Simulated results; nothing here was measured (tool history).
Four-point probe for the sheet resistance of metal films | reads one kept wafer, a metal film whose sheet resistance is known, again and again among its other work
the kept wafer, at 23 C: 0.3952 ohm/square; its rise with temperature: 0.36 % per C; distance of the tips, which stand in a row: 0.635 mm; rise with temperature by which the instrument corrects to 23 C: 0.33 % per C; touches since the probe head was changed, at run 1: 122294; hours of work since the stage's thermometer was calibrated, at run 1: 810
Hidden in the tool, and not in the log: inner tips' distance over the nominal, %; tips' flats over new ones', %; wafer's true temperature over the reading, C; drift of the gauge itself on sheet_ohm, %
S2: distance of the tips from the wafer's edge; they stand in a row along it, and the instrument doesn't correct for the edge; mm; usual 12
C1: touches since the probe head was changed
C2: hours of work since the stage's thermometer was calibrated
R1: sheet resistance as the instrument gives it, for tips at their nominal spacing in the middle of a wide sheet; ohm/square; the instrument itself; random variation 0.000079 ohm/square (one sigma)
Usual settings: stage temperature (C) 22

Run 1, hour 0.0: usual settings; C1 122294; C2 810. Result: R1 0.394448 ohm/square.
Run 2, hour 132.4: usual settings; C1 126267; C2 878. Result: R1 0.394455 ohm/square.
Run 3, hour 260.5: usual settings; C1 130114; C2 944. Result: R1 0.394486 ohm/square.
Run 4, hour 327.5: usual settings but S2 15 mm; C1 132124; C2 978. Result: R1 0.394305 ohm/square.
Run 5, hour 398.0: usual settings but S2 15 mm; C1 134240; C2 1014. Result: R1 0.394278 ohm/square.
Run 6, hour 516.8: usual settings; C1 137803; C2 1075. Result: R1 0.394504 ohm/square.
Run 7, hour 650.1: usual settings; C1 141805; C2 1144. Result: R1 0.394393 ohm/square.
At hour 656.6: stage's thermometer calibrated.
Run 8, hour 733.5: usual settings; C1 144291; C2 40. Result: R1 0.394766 ohm/square.
Run 9, hour 830.0: usual settings; C1 147188; C2 89. Result: R1 0.394874 ohm/square.
Run 10, hour 891.8: usual settings but stage temperature (C) 29, S2 48 mm; C1 149043; C2 121. Result: R1 0.395016 ohm/square.
Run 11, hour 1017.9: usual settings but stage temperature (C) 29, S2 48 mm; C1 152828; C2 186. Result: R1 0.394972 ohm/square.
Run 12, hour 1120.7: usual settings but stage temperature (C) 29, S2 14 mm; C1 155914; C2 238. Result: R1 0.395493 ohm/square.

The next listed run, before its measurement:
Run 13, hour 1195.2: usual settings but stage temperature (C) 20, S2 38 mm; C1 158149; C2 277. Result: R1 ?.

{"run 13": {"R1": 0.393826}}
Without the tool's hidden state the same run would have given R1 0.394822 ohm/square.
